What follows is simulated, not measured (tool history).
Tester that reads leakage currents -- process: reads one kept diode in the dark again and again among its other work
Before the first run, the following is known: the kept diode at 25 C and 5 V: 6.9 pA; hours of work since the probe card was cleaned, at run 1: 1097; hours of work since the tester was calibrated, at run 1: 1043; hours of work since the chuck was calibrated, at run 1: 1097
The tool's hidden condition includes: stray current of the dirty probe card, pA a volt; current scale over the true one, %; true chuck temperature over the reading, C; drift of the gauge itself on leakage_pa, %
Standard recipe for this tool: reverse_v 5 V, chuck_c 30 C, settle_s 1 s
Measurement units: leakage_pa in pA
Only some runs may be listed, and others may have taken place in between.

run   hour  reverse_v  chuck_c  settle_s  hours of work since the probe card was cleaned  hours of work since the tester was calibrated  hours of work since the chuck was calibrated  leakage_pa
  1      0          5       30         1                                            1097                                           1043                                          1097        23.6
  2   34.9          5       30         1                                            1119                                           1065                                          1119       23.62
  3   81.5          5       30         1                                            1148                                           1094                                          1148       24.12
  4  117.2          5       30         1                                            1171                                           1116                                          1171       24.31
  5  156.2          5       59         1                                            1195                                           1141                                          1195      131.05
  6  199.4          5       59         1                                            1222                                           1168                                          1222      130.39
  7  238.6          5       59         1                                            1247                                           1192                                          1247      132.72
  8  305.1          5       59      7.07                                            1288                                           1234                                          1288      132.39
  9  345.1        5.7       47      0.38                                            1314                                           1259                                          1314       68.93
 10  395.4        5.7       47      0.38                                            1345                                           1291                                          1345       69.29
 11  451.4        5.7       47      0.38                                            1380                                           1326                                          1380       70.03
 12  502.5       5.23       28         1                                            1412                                           1358                                          1412       25.86
 13  542.4       5.23       28         1                                            1437                                           1383                                          1437        26.3
     550.6  -- probe card cleaned and baked
     561.3  -- chuck's temperature calibrated
 14  591.3       2.66       26      0.56                                              24                                           1411                                            19        5.71
 15  643.1       2.66       26      0.56                                              57                                           1443                                            51        5.93

Here are 5 independent what-if runs from the current tool condition. What would each one return?
  A  677.3       2.66       26      0.33                                              78                                           1465                                            73           ?
  B  677.3       6.19       26      3.13                                              78                                           1465                                            73           ?
  C  677.3       14.4       25      0.56                                              78                                           1465                                            73           ?
  D  677.3       2.13       30         1                                              78                                           1465                                            73           ?
  E  677.3          5       30      1.81                                              78                                           1465                                            73           ?

run  leakage_pa
  A        6.18
  B        9.91
  C       16.46
  D        7.18
  E       11.91
With no hidden state in the tool, these same runs would have given:
run  leakage_pa
  A        5.66
  B        8.73
  C       13.86
  D        6.72
  E        10.9
